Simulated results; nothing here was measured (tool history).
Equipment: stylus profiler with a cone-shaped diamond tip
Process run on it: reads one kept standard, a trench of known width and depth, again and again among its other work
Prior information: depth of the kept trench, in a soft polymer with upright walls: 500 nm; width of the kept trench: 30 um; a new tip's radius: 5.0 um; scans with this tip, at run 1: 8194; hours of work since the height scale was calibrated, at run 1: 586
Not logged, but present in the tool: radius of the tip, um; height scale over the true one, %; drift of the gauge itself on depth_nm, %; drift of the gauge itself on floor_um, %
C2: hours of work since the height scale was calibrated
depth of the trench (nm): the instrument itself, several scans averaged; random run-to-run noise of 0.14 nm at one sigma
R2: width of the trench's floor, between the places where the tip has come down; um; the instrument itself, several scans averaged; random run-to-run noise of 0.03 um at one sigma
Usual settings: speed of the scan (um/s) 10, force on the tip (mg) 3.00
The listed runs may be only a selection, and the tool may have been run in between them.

run 1 hour=0.0 | speed_of_the_scan_(um/s)=10 force_on_the_tip_(mg)=3.00 | scans_with_this_tip=8194 C2=586 | depth_of_the_trench_(nm)=502.73 R2=24.87
run 2 hour=23.9 | speed_of_the_scan_(um/s)=10 force_on_the_tip_(mg)=3.00 | scans_with_this_tip=8412 C2=602 | depth_of_the_trench_(nm)=502.58 R2=24.83
run 3 hour=49.0 | speed_of_the_scan_(um/s)=22 force_on_the_tip_(mg)=3.00 | scans_with_this_tip=8640 C2=618 | depth_of_the_trench_(nm)=502.67 R2=24.76
run 4 hour=91.0 | speed_of_the_scan_(um/s)=22 force_on_the_tip_(mg)=3.00 | scans_with_this_tip=9023 C2=645 | depth_of_the_trench_(nm)=502.60 R2=24.73
run 5 hour=130.8 | speed_of_the_scan_(um/s)=22 force_on_the_tip_(mg)=3.00 | scans_with_this_tip=9386 C2=671 | depth_of_the_trench_(nm)=502.58 R2=24.77
run 6 hour=161.6 | speed_of_the_scan_(um/s)=22 force_on_the_tip_(mg)=3.00 | scans_with_this_tip=9666 C2=691 | depth_of_the_trench_(nm)=502.50 R2=24.74
run 7 hour=202.1 | speed_of_the_scan_(um/s)=22 force_on_the_tip_(mg)=3.00 | scans_with_this_tip=10035 C2=718 | depth_of_the_trench_(nm)=502.26 R2=24.66
run 8 hour=236.4 | speed_of_the_scan_(um/s)=10 force_on_the_tip_(mg)=1.10 | scans_with_this_tip=10348 C2=740 | depth_of_the_trench_(nm)=500.28 R2=24.65
run 9 hour=256.2 | speed_of_the_scan_(um/s)=10 force_on_the_tip_(mg)=3.00 | scans_with_this_tip=10527 C2=753 | depth_of_the_trench_(nm)=502.15 R2=24.63
run 10 hour=288.8 | speed_of_the_scan_(um/s)=10 force_on_the_tip_(mg)=2.96 | scans_with_this_tip=10825 C2=774 | depth_of_the_trench_(nm)=502.21 R2=24.68
run 11 hour=312.7 | speed_of_the_scan_(um/s)=10 force_on_the_tip_(mg)=2.96 | scans_with_this_tip=11042 C2=790 | depth_of_the_trench_(nm)=502.01 R2=24.67
run 12 hour=332.5 | speed_of_the_scan_(um/s)=10 force_on_the_tip_(mg)=3.00 | scans_with_this_tip=11223 C2=803 | depth_of_the_trench_(nm)=502.29 R2=24.64
run 13 hour=370.0 | speed_of_the_scan_(um/s)=10 force_on_the_tip_(mg)=3.00 | scans_with_this_tip=11565 C2=827 | depth_of_the_trench_(nm)=502.21 R2=24.62
run 14 hour=399.2 | speed_of_the_scan_(um/s)=13 force_on_the_tip_(mg)=3.00 | scans_with_this_tip=11831 C2=846 | depth_of_the_trench_(nm)=502.30 R2=24.57
run 15 hour=420.5 | speed_of_the_scan_(um/s)=13 force_on_the_tip_(mg)=5.67 | scans_with_this_tip=12025 C2=860 | depth_of_the_trench_(nm)=504.25 R2=24.59
run 16 hour=458.2 | speed_of_the_scan_(um/s)=13 force_on_the_tip_(mg)=1.43 | scans_with_this_tip=12368 C2=885 | depth_of_the_trench_(nm)=500.41 R2=24.50
run 17 hour=503.6 | speed_of_the_scan_(um/s)=13 force_on_the_tip_(mg)=1.43 | scans_with_this_tip=12782 C2=914 | depth_of_the_trench_(nm)=500.47 R2=24.46
run 18 hour=531.6 | speed_of_the_scan_(um/s)=13 force_on_the_tip_(mg)=1.73 | scans_with_this_tip=13037 C2=933 | depth_of_the_trench_(nm)=500.61 R2=24.48
-- hour=534.9 height scale calibrated on a step standard
run 19 hour=576.7 | speed_of_the_scan_(um/s)=4 force_on_the_tip_(mg)=2.26 | scans_with_this_tip=13443 C2=27 | depth_of_the_trench_(nm)=500.69 R2=24.45
run 20 hour=622.1 | speed_of_the_scan_(um/s)=4 force_on_the_tip_(mg)=2.26 | scans_with_this_tip=13857 C2=57 | depth_of_the_trench_(nm)=500.31 R2=24.40
-- hour=654.2 height scale calibrated on a step standard, once more
run 21 hour=667.5 | speed_of_the_scan_(um/s)=28 force_on_the_tip_(mg)=5.40 | scans_with_this_tip=14266 C2=9 | depth_of_the_trench_(nm)=505.85 R2=24.35
run 22 hour=693.6 | speed_of_the_scan_(um/s)=12 force_on_the_tip_(mg)=5.41 | scans_with_this_tip=14504 C2=26 | depth_of_the_trench_(nm)=505.72 R2=24.38
run 23 hour=715.1 | speed_of_the_scan_(um/s)=27 force_on_the_tip_(mg)=3.73 | scans_with_this_tip=14699 C2=40 | depth_of_the_trench_(nm)=504.37 R2=24.29
run 24 hour=750.7 | speed_of_the_scan_(um/s)=35 force_on_the_tip_(mg)=1.34 | scans_with_this_tip=15024 C2=63 | depth_of_the_trench_(nm)=502.01 R2=24.07
run 25 hour=793.8 | speed_of_the_scan_(um/s)=35 force_on_the_tip_(mg)=1.34 | scans_with_this_tip=15417 C2=91 | depth_of_the_trench_(nm)=502.12 R2=24.07
run 26 hour=833.5 | speed_of_the_scan_(um/s)=33 force_on_the_tip_(mg)=6.13 | scans_with_this_tip=15778 C2=117 | depth_of_the_trench_(nm)=506.32 R2=24.15
run 27 hour=859.3 | speed_of_the_scan_(um/s)=33 force_on_the_tip_(mg)=6.13 | scans_with_this_tip=16013 C2=134 | depth_of_the_trench_(nm)=506.13 R2=24.21

Branching from run 27: 3 alternative next runs. What would each branch give?
run A hour=888.5 | speed_of_the_scan_(um/s)=11 force_on_the_tip_(mg)=2.65 | scans_with_this_tip=16279 C2=153 | depth_of_the_trench_(nm)=? R2=?
run B hour=888.5 | speed_of_the_scan_(um/s)=12 force_on_the_tip_(mg)=6.13 | scans_with_this_tip=16279 C2=153 | depth_of_the_trench_(nm)=? R2=?
run C hour=888.5 | speed_of_the_scan_(um/s)=3 force_on_the_tip_(mg)=1.41 | scans_with_this_tip=16279 C2=153 | depth_of_the_trench_(nm)=? R2=?

run=A depth_of_the_trench_(nm)=503.22 R2=24.17
run=B depth_of_the_trench_(nm)=505.91 R2=24.22
run=C depth_of_the_trench_(nm)=501.81 R2=24.29
Stripped of hidden state, with their random variation kept, the same runs would have yielded:
run=A depth_of_the_trench_(nm)=503.77 R2=25.52
run=B depth_of_the_trench_(nm)=506.47 R2=25.58
run=C depth_of_the_trench_(nm)=502.36 R2=25.64
